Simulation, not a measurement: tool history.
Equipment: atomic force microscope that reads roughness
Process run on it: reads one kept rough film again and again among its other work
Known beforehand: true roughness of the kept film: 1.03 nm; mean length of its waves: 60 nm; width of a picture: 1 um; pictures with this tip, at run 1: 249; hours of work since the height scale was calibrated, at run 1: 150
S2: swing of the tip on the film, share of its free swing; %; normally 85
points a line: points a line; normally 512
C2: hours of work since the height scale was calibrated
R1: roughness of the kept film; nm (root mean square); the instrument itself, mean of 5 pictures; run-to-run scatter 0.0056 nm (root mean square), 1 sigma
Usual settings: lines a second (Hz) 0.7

{"run": 1, "day": 0.0, "lines a second (Hz)": 0.7, "S2": 85, "points a line": 512, "pictures with this tip": 249, "C2": 150, "R1": 0.964}
{"day": 0.104, "done": "new tip fitted"}
{"run": 2, "day": 0.475, "lines a second (Hz)": 0.7, "S2": 85, "points a line": 512, "pictures with this tip": 16, "C2": 157, "R1": 0.97}
{"run": 3, "day": 0.921, "lines a second (Hz)": 0.7, "S2": 85, "points a line": 512, "pictures with this tip": 36, "C2": 163, "R1": 0.977}
{"run": 4, "day": 1.488, "lines a second (Hz)": 0.7, "S2": 85, "points a line": 488, "pictures with this tip": 61, "C2": 172, "R1": 0.968}
{"run": 5, "day": 1.975, "lines a second (Hz)": 0.7, "S2": 85, "points a line": 488, "pictures with this tip": 82, "C2": 179, "R1": 0.967}
{"run": 6, "day": 2.3, "lines a second (Hz)": 0.7, "S2": 85, "points a line": 512, "pictures with this tip": 97, "C2": 183, "R1": 0.969}
{"run": 7, "day": 2.842, "lines a second (Hz)": 0.7, "S2": 85, "points a line": 512, "pictures with this tip": 121, "C2": 191, "R1": 0.965}
{"run": 8, "day": 3.242, "lines a second (Hz)": 0.7, "S2": 64, "points a line": 512, "pictures with this tip": 138, "C2": 197, "R1": 0.986}
{"run": 9, "day": 3.65, "lines a second (Hz)": 0.7, "S2": 64, "points a line": 512, "pictures with this tip": 156, "C2": 203, "R1": 0.996}
{"run": 10, "day": 4.154, "lines a second (Hz)": 0.7, "S2": 64, "points a line": 512, "pictures with this tip": 179, "C2": 210, "R1": 0.99}
{"run": 11, "day": 4.625, "lines a second (Hz)": 0.7, "S2": 64, "points a line": 512, "pictures with this tip": 199, "C2": 217, "R1": 0.992}
{"run": 12, "day": 5.179, "lines a second (Hz)": 1.082, "S2": 64, "points a line": 512, "pictures with this tip": 224, "C2": 225, "R1": 0.985}
{"run": 13, "day": 5.538, "lines a second (Hz)": 0.7, "S2": 85, "points a line": 512, "pictures with this tip": 240, "C2": 230, "R1": 0.96}
{"day": 5.842, "done": "new tip fitted"}
{"run": 14, "day": 5.971, "lines a second (Hz)": 0.7, "S2": 85, "points a line": 512, "pictures with this tip": 6, "C2": 236, "R1": 0.968}
{"run": 15, "day": 6.438, "lines a second (Hz)": 0.7, "S2": 85, "points a line": 401, "pictures with this tip": 26, "C2": 243, "R1": 0.975}
{"run": 16, "day": 6.879, "lines a second (Hz)": 0.7, "S2": 85, "points a line": 401, "pictures with this tip": 46, "C2": 249, "R1": 0.976}
{"run": 17, "day": 7.133, "lines a second (Hz)": 0.7, "S2": 85, "points a line": 512, "pictures with this tip": 57, "C2": 253, "R1": 0.968}
{"run": 18, "day": 7.7, "lines a second (Hz)": 0.7, "S2": 85, "points a line": 512, "pictures with this tip": 82, "C2": 261, "R1": 0.98}
{"run": 19, "day": 8.171, "lines a second (Hz)": 0.7, "S2": 85, "points a line": 512, "pictures with this tip": 103, "C2": 268, "R1": 0.972}
{"run": 20, "day": 8.446, "lines a second (Hz)": 0.7, "S2": 85, "points a line": 512, "pictures with this tip": 115, "C2": 272, "R1": 0.971}
{"run": 21, "day": 8.775, "lines a second (Hz)": 0.7, "S2": 85, "points a line": 512, "pictures with this tip": 130, "C2": 276, "R1": 0.962}
{"run": 22, "day": 9.3, "lines a second (Hz)": 2.135, "S2": 85, "points a line": 512, "pictures with this tip": 153, "C2": 284, "R1": 0.877}
{"run": 23, "day": 9.696, "lines a second (Hz)": 2.768, "S2": 78, "points a line": 287, "pictures with this tip": 170, "C2": 290, "R1": 0.886}
{"run": 24, "day": 10.242, "lines a second (Hz)": 0.7, "S2": 66, "points a line": 512, "pictures with this tip": 194, "C2": 297, "R1": 0.992}
{"day": 10.321, "done": "height scale calibrated on a step standard"}
{"run": 25, "day": 10.812, "lines a second (Hz)": 0.7, "S2": 66, "points a line": 512, "pictures with this tip": 218, "C2": 7, "R1": 0.983}
{"run": 26, "day": 11.229, "lines a second (Hz)": 0.7, "S2": 66, "points a line": 512, "pictures with this tip": 236, "C2": 13, "R1": 0.993}
{"day": 11.617, "done": "new tip fitted"}
{"run": 27, "day": 11.779, "lines a second (Hz)": 0.7, "S2": 66, "points a line": 512, "pictures with this tip": 8, "C2": 21, "R1": 0.991}
{"run": 28, "day": 12.067, "lines a second (Hz)": 2.007, "S2": 66, "points a line": 674, "pictures with this tip": 20, "C2": 25, "R1": 0.97}
{"run": 29, "day": 12.517, "lines a second (Hz)": 1.575, "S2": 88, "points a line": 337, "pictures with this tip": 40, "C2": 31, "R1": 0.899}
{"run": 30, "day": 13.067, "lines a second (Hz)": 3.552, "S2": 85, "points a line": 775, "pictures with this tip": 64, "C2": 39, "R1": 0.816}
{"day": 13.388, "done": "height scale calibrated on a step standard, once more"}
{"run": 31, "day": 13.392, "lines a second (Hz)": 0.556, "S2": 85, "points a line": 398, "pictures with this tip": 77, "C2": 0, "R1": 0.977}
{"run": 32, "day": 13.683, "lines a second (Hz)": 2.236, "S2": 79, "points a line": 265, "pictures with this tip": 90, "C2": 4, "R1": 0.916}
{"run": 33, "day": 14.138, "lines a second (Hz)": 2.236, "S2": 79, "points a line": 265, "pictures with this tip": 110, "C2": 11, "R1": 0.909}
{"run": 34, "day": 14.425, "lines a second (Hz)": 1.526, "S2": 67, "points a line": 676, "pictures with this tip": 123, "C2": 15, "R1": 0.968}
{"run": 35, "day": 14.817, "lines a second (Hz)": 1.526, "S2": 67, "points a line": 676, "pictures with this tip": 140, "C2": 21, "R1": 0.968}
{"run": 36, "day": 15.333, "lines a second (Hz)": 0.7, "S2": 85, "points a line": 377, "pictures with this tip": 163, "C2": 28, "R1": 0.966}
{"run": 37, "day": 15.875, "lines a second (Hz)": 0.593, "S2": 66, "points a line": 267, "pictures with this tip": 187, "C2": 36, "R1": 0.995}
{"run": 38, "day": 16.242, "lines a second (Hz)": 0.687, "S2": 86, "points a line": 256, "pictures with this tip": 203, "C2": 41, "R1": 0.952}
{"run": 39, "day": 16.7, "lines a second (Hz)": 0.687, "S2": 86, "points a line": 256, "pictures with this tip": 223, "C2": 48, "R1": 0.96}
{"run": 40, "day": 16.95, "lines a second (Hz)": 0.518, "S2": 61, "points a line": 774, "pictures with this tip": 234, "C2": 51, "R1": 0.999}
{"day": 17.379, "done": "new tip fitted"}
{"run": 41, "day": 17.425, "lines a second (Hz)": 0.518, "S2": 61, "points a line": 774, "pictures with this tip": 2, "C2": 58, "R1": 1.004}
{"run": 42, "day": 17.75, "lines a second (Hz)": 1.582, "S2": 61, "points a line": 373, "pictures with this tip": 16, "C2": 63, "R1": 0.997}

How the hidden state differs across the entries between the runs, from the last listed run before each to the first after it:
Run 1 -> run 2: new tip fitted (day 0.104)
  radius of the tip, nm: 20 -> 6; height scale over the true one, %: -0.14 -> -0.15
  the result without the hidden state subtracted from the measured one, R1: -0.018 -> -0.002 nm (root mean square)
Run 13 -> run 14: new tip fitted (day 5.842)
  radius of the tip, nm: 19.6 -> 5.5; height scale over the true one, %: -0.23 -> -0.24
  the result without the hidden state subtracted from the measured one, R1: -0.018 -> -0.003 nm (root mean square)
Run 24 -> run 25: height scale calibrated on a step standard (day 10.321)
  radius of the tip, nm: 16.1 -> 17.5; height scale over the true one, %: -0.3 -> -0.51
  the result without the hidden state subtracted from the measured one, R1: -0.015 -> -0.019 nm (root mean square)
Run 26 -> run 27: new tip fitted (day 11.617)
  radius of the tip, nm: 18.6 -> 5.6; height scale over the true one, %: -0.51 -> -0.52
  the result without the hidden state subtracted from the measured one, R1: -0.02 -> -0.006 nm (root mean square)
Run 30 -> run 31: height scale calibrated on a step standard, once more (day 13.388)
  radius of the tip, nm: 8.9 -> 9.7; height scale over the true one, %: -0.54 -> -0.04
  the result without the hidden state subtracted from the measured one, R1: -0.008 -> -0.006 nm (root mean square)
Run 40 -> run 41: new tip fitted (day 17.379)
  radius of the tip, nm: 19 -> 5.3
  the result without the hidden state subtracted from the measured one, R1: -0.017 -> -0.001 nm (root mean square)
